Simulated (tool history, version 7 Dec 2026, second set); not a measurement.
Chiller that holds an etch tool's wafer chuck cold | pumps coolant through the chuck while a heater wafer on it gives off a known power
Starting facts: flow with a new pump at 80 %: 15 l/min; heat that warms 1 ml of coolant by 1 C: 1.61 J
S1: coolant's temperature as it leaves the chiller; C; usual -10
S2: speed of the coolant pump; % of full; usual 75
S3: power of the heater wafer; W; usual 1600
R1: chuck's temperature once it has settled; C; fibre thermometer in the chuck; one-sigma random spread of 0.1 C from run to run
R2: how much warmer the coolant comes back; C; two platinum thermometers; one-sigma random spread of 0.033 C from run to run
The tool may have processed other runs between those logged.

| run | day | S1 | S2 | S3 | R1 | R2 |
|---|---|---|---|---|---|---|
| 1 | 0 | -10 | 75 | 1600 | 7.8 | 4.35 |
| 2 | 6.467 | -10 | 75 | 1600 | 7.8 | 4.32 |
| 3 | 11.154 | -10 | 75 | 1600 | 8.1 | 4.36 |
| 4 | 16.575 | -10 | 75 | 1600 | 8 | 4.39 |
| 5 | 22.067 | -10 | 65 | 1600 | 9.7 | 5.05 |
| 6 | 28.683 | -10 | 65 | 1600 | 8.3 | 5.13 |
| 7 | 34.246 | -10 | 65 | 1600 | 8.5 | 5.03 |
| 8 | 38.708 | -10 | 65 | 1600 | 8.3 | 5.1 |
| 9 | 45.721 | -10 | 65 | 1442 | 6.5 | 4.66 |
| 10 | 48.846 | -10 | 65 | 1442 | 6.7 | 4.58 |
| 11 | 53.746 | -7 | 75 | 1600 | 10.1 | 4.4 |
| 12 | 57.096 | -7 | 75 | 1600 | 10 | 4.48 |
| 13 | 63.404 | -7 | 75 | 1600 | 10 | 4.39 |
| 14 | 66.442 | -7 | 75 | 1600 | 10.2 | 4.45 |
| 15 | 69.904 | -7 | 75 | 1600 | 10.1 | 4.46 |
| 16 | 73.483 | -10 | 99 | 1600 | 4.3 | 3.38 |
| 17 | 79.892 | -10 | 80 | 1600 | 6.3 | 4.11 |
| 18 | 86.654 | -19 | 75 | 1453 | -3.3 | 4.02 |
| 19 | 89.679 | -18 | 75 | 1030 | -6.7 | 2.84 |
| 20 | 94.512 | -18 | 71 | 1602 | -0.1 | 4.7 |
| 21 | 99.725 | -16 | 75 | 876 | -6.2 | 2.36 |
| 22 | 105.721 | -16 | 75 | 876 | -6.3 | 2.41 |
| 23 | 112.367 | -4 | 75 | 1600 | 13.4 | 4.4 |
| 24 | 119.25 | -10 | 75 | 803 | -1.1 | 2.16 |
| 25 | 123.671 | -10 | 75 | 803 | -1.1 | 2.19 |
| 26 | 126.917 | -10 | 75 | 803 | -0.8 | 2.22 |
| 27 | 131.775 | -10 | 89 | 1664 | 6.3 | 3.88 |
| 28 | 135.504 | -13 | 64 | 953 | -1.4 | 3.1 |
| 29 | 141.012 | -13 | 64 | 953 | -1.4 | 3.14 |
| 30 | 147.967 | -13 | 64 | 953 | -1.2 | 3.18 |
| 31 | 154.042 | -7 | 78 | 809 | 2.2 | 2.12 |
| 32 | 159.579 | -7 | 78 | 809 | 2 | 2.15 |

Put back what was entered between runs (1 entry, withheld): which listed runs does each sit between, and how does the hidden state differ from the listed run before to the listed run after?
Run 5 -> run 6: coolant changed, channels flushed (day 28.683)
  heat passed by the chuck's channels, % of clean ones': 90.8 -> 99.9; flow at a given pump speed, % of a new pump's: 97.1 -> 97; coolant's true temperature over the reading, C: 0.18 -> 0.2
  measured less the result without the state, R1: +2 -> +0.5 C; R2: +0.14 -> +0.15 C
